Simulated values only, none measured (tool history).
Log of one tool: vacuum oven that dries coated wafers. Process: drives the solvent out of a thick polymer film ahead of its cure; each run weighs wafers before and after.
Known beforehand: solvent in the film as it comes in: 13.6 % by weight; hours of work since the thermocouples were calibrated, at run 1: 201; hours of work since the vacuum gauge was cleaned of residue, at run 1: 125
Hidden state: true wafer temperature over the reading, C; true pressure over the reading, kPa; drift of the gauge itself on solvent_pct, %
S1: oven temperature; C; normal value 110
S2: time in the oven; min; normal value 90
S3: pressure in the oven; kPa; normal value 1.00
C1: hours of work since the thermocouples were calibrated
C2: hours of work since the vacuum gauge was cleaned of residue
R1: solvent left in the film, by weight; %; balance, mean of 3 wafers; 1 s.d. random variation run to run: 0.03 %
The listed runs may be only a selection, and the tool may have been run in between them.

{"run": 1, "hour": 0.0, "S1": 110, "S2": 90, "S3": 1.0, "C1": 201, "C2": 125, "R1": 1.87}
{"run": 2, "hour": 7.0, "S1": 109, "S2": 90, "S3": 1.0, "C1": 206, "C2": 129, "R1": 2.01}
{"run": 3, "hour": 12.5, "S1": 110, "S2": 90, "S3": 1.0, "C1": 209, "C2": 133, "R1": 1.85}
{"run": 4, "hour": 23.3, "S1": 110, "S2": 90, "S3": 1.0, "C1": 216, "C2": 140, "R1": 1.91}
{"run": 5, "hour": 33.9, "S1": 110, "S2": 90, "S3": 1.0, "C1": 223, "C2": 146, "R1": 1.88}
{"run": 6, "hour": 39.7, "S1": 110, "S2": 90, "S3": 1.0, "C1": 226, "C2": 150, "R1": 1.83}
{"run": 7, "hour": 46.8, "S1": 110, "S2": 90, "S3": 1.0, "C1": 231, "C2": 155, "R1": 1.9}
{"run": 8, "hour": 53.3, "S1": 110, "S2": 90, "S3": 1.0, "C1": 235, "C2": 159, "R1": 1.88}
{"run": 9, "hour": 63.0, "S1": 114, "S2": 90, "S3": 1.0, "C1": 241, "C2": 165, "R1": 1.29}
{"run": 10, "hour": 71.6, "S1": 110, "S2": 90, "S3": 1.0, "C1": 247, "C2": 170, "R1": 1.86}
{"run": 11, "hour": 82.6, "S1": 110, "S2": 90, "S3": 1.0, "C1": 254, "C2": 177, "R1": 1.88}
{"run": 12, "hour": 89.6, "S1": 110, "S2": 90, "S3": 1.0, "C1": 258, "C2": 182, "R1": 1.91}
{"run": 13, "hour": 99.6, "S1": 110, "S2": 90, "S3": 1.0, "C1": 264, "C2": 188, "R1": 1.88}
{"run": 14, "hour": 105.5, "S1": 99, "S2": 90, "S3": 1.0, "C1": 268, "C2": 192, "R1": 3.89}
{"run": 15, "hour": 111.9, "S1": 99, "S2": 90, "S3": 1.0, "C1": 272, "C2": 196, "R1": 3.86}
{"run": 16, "hour": 118.9, "S1": 99, "S2": 90, "S3": 1.0, "C1": 277, "C2": 200, "R1": 3.9}
{"run": 17, "hour": 124.4, "S1": 99, "S2": 90, "S3": 1.0, "C1": 280, "C2": 204, "R1": 3.9}
{"run": 18, "hour": 131.6, "S1": 99, "S2": 90, "S3": 1.0, "C1": 285, "C2": 208, "R1": 3.93}
{"run": 19, "hour": 139.1, "S1": 99, "S2": 90, "S3": 1.0, "C1": 289, "C2": 213, "R1": 3.83}
{"run": 20, "hour": 149.4, "S1": 99, "S2": 90, "S3": 1.0, "C1": 296, "C2": 220, "R1": 3.93}
{"run": 21, "hour": 156.9, "S1": 120, "S2": 134, "S3": 1.0, "C1": 301, "C2": 225, "R1": 0.27}
{"run": 22, "hour": 162.9, "S1": 116, "S2": 46, "S3": 0.53, "C1": 305, "C2": 228, "R1": 3.12}
{"run": 23, "hour": 172.3, "S1": 119, "S2": 58, "S3": 0.55, "C1": 311, "C2": 234, "R1": 1.81}
{"run": 24, "hour": 181.3, "S1": 119, "S2": 58, "S3": 0.55, "C1": 316, "C2": 240, "R1": 1.8}
{"run": 25, "hour": 192.1, "S1": 122, "S2": 58, "S3": 0.55, "C1": 323, "C2": 247, "R1": 1.39}
{"run": 26, "hour": 200.1, "S1": 124, "S2": 90, "S3": 0.76, "C1": 328, "C2": 252, "R1": 0.44}
{"run": 27, "hour": 211.8, "S1": 124, "S2": 90, "S3": 0.76, "C1": 336, "C2": 259, "R1": 0.41}
{"run": 28, "hour": 219.4, "S1": 124, "S2": 90, "S3": 0.76, "C1": 341, "C2": 264, "R1": 0.47}
{"run": 29, "hour": 227.6, "S1": 100, "S2": 117, "S3": 1.0, "C1": 346, "C2": 269, "R1": 2.77}
{"run": 30, "hour": 235.0, "S1": 100, "S2": 117, "S3": 1.0, "C1": 350, "C2": 274, "R1": 2.8}
{"run": 31, "hour": 241.4, "S1": 100, "S2": 117, "S3": 1.0, "C1": 354, "C2": 278, "R1": 2.64}
{"run": 32, "hour": 246.4, "S1": 100, "S2": 117, "S3": 1.0, "C1": 358, "C2": 281, "R1": 2.78}
{"run": 33, "hour": 256.5, "S1": 110, "S2": 90, "S3": 1.65, "C1": 364, "C2": 288, "R1": 2.08}
{"run": 34, "hour": 264.4, "S1": 110, "S2": 122, "S3": 0.65, "C1": 369, "C2": 293, "R1": 1.08}
{"run": 35, "hour": 276.3, "S1": 110, "S2": 122, "S3": 0.65, "C1": 377, "C2": 300, "R1": 1.06}

Branching from run 35: 5 alternative next runs. What would each branch give?
{"run": "A", "hour": 285.7, "S1": 96, "S2": 72, "S3": 1.61, "C1": 383, "C2": 306, "R1": "?"}
{"run": "B", "hour": 285.7, "S1": 103, "S2": 90, "S3": 1.0, "C1": 383, "C2": 306, "R1": "?"}
{"run": "C", "hour": 285.7, "S1": 122, "S2": 130, "S3": 0.52, "C1": 383, "C2": 306, "R1": "?"}
{"run": "D", "hour": 285.7, "S1": 115, "S2": 47, "S3": 1.37, "C1": 383, "C2": 306, "R1": "?"}
{"run": "E", "hour": 285.7, "S1": 111, "S2": 122, "S3": 0.65, "C1": 383, "C2": 306, "R1": "?"}

run=A R1=5.60
run=B R1=3.15
run=C R1=0.26
run=D R1=3.46
run=E R1=0.93
Had the tool no hidden state, the same runs would have come out as:
run=A R1=5.39
run=B R1=2.96
run=C R1=0.22
run=D R1=3.28
run=E R1=0.83

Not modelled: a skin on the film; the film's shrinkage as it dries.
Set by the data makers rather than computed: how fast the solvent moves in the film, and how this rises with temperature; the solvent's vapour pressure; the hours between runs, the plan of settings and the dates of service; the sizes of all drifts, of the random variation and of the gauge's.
